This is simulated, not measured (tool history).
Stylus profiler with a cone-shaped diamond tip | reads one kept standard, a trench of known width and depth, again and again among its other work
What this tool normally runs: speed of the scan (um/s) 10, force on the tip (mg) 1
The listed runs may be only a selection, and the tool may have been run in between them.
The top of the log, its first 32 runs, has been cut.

| run | hour | speed of the scan (um/s) | force on the tip (mg) | scans with this tip | hours of work since the height scale was calibrated | depth of the trench (Å) | width of the trench's floor (nm) |
|---|---|---|---|---|---|---|---|
| 33 | 2889.3 | 38 | 1.25 | 12230 | 701 | 10086 | 42170 |
| 34 | 3008.9 | 10 | 0.4 | 12667 | 781 | 10061.9 | 42240 |
| 35 | 3119.5 | 7 | 1.61 | 13071 | 854 | 10101.1 | 42280 |
| 36 | 3186.4 | 6 | 1.24 | 13316 | 899 | 10092.7 | 42190 |
| 37 | 3255.8 | 7 | 0.68 | 13569 | 945 | 10079.7 | 42190 |
| 38 | 3371.8 | 21 | 1.77 | 13993 | 1022 | 10113.4 | 41980 |
| 39 | 3473.3 | 8 | 0.62 | 14364 | 1089 | 10082.6 | 42000 |
| 40 | 3583.8 | 15 | 0.7 | 14768 | 1163 | 10092.3 | 41900 |

5 ways to go on from here, each from the tool as it stands after run 40. What would each give?
| A | 3668.5 | 14 | 0.34 | 15077 | 1219 | ? | ? |
| B | 3668.5 | 17 | 2.79 | 15077 | 1219 | ? | ? |
| C | 3668.5 | 10 | 0.64 | 15077 | 1219 | ? | ? |
| D | 3668.5 | 19 | 0.39 | 15077 | 1219 | ? | ? |
| E | 3668.5 | 7 | 0.34 | 15077 | 1219 | ? | ? |

| run | depth of the trench (Å) | width of the trench's floor (nm) |
|---|---|---|
| A | 10079.5 | 41820 |
| B | 10154.6 | 41890 |
| C | 10092.4 | 41940 |
| D | 10081.9 | 41820 |
| E | 10085.3 | 41920 |
Stripped of hidden state, with their random variation kept, the same runs would have yielded:
| run | depth of the trench (Å) | width of the trench's floor (nm) |
|---|---|---|
| A | 10022.1 | 43820 |
| B | 10096.7 | 43890 |
| C | 10034.9 | 43940 |
| D | 10024.4 | 43820 |
| E | 10027.8 | 43920 |
